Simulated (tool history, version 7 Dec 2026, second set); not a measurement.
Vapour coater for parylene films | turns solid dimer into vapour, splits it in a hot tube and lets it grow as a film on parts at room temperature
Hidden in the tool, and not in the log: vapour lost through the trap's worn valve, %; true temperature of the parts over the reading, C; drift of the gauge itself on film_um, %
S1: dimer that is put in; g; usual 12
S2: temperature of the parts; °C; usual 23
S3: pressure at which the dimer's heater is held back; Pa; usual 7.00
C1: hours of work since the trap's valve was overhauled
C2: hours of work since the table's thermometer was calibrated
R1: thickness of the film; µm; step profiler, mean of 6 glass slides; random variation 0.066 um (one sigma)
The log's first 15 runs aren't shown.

run	day	S1	S2	S3	C1	C2	R1
16	7.633	12	25	7.00	108	352	7.25
17	7.958	12	25	7.00	112	356	7.23
18	8.400	12	25	7.00	117	361	7.10
19	9.067	12	25	7.00	125	370	7.23
20	9.625	12	15	4.78	132	376	9.85
21	10.125	12	15	4.78	138	383	9.72
22	10.429	17	22	4.30	142	386	11.85
# day 10.654: trap's valve overhauled
23	10.996	17	22	4.30	4	391	11.78
24	11.421	17	22	4.30	9	397	11.81
25	11.808	9	22	4.30	14	401	6.20
26	12.154	6	22	7.39	19	406	3.78
27	12.692	6	22	7.39	25	412	3.76
# day 13.212: trap's valve overhauled, once more
28	13.212	6	22	7.39	0	417	3.94
29	13.888	5	23	7.00	8	425	3.19
30	14.504	16	32	5.88	16	433	8.54
31	15.121	13	23	9.55	24	440	7.99
32	15.621	13	23	7.00	30	446	8.14
33	16.317	13	23	7.00	38	455	8.29
34	16.854	11	23	11.32	45	462	6.40
35	17.271	12	19	5.69	50	467	8.82
36	17.867	10	28	11.57	57	474	5.13
37	18.442	18	22	3.23	65	481	13.26
38	19.142	18	22	3.23	73	490	13.28

5 ways to go on from here, each from the tool as it stands after run 38. What would each give?
A	19.592	11	18	3.92	79	495	?
B	19.592	5	22	11.99	79	495	?
C	19.592	18	23	3.23	79	495	?
D	19.592	21	23	8.43	79	495	?
E	19.592	12	21	2.11	79	495	?

run	R1
A	8.67
B	3.00
C	12.87
D	12.99
E	9.68
Without the tool's hidden state the same runs would have given:
run	R1
A	8.91
B	3.08
C	13.23
D	13.35
E	9.95
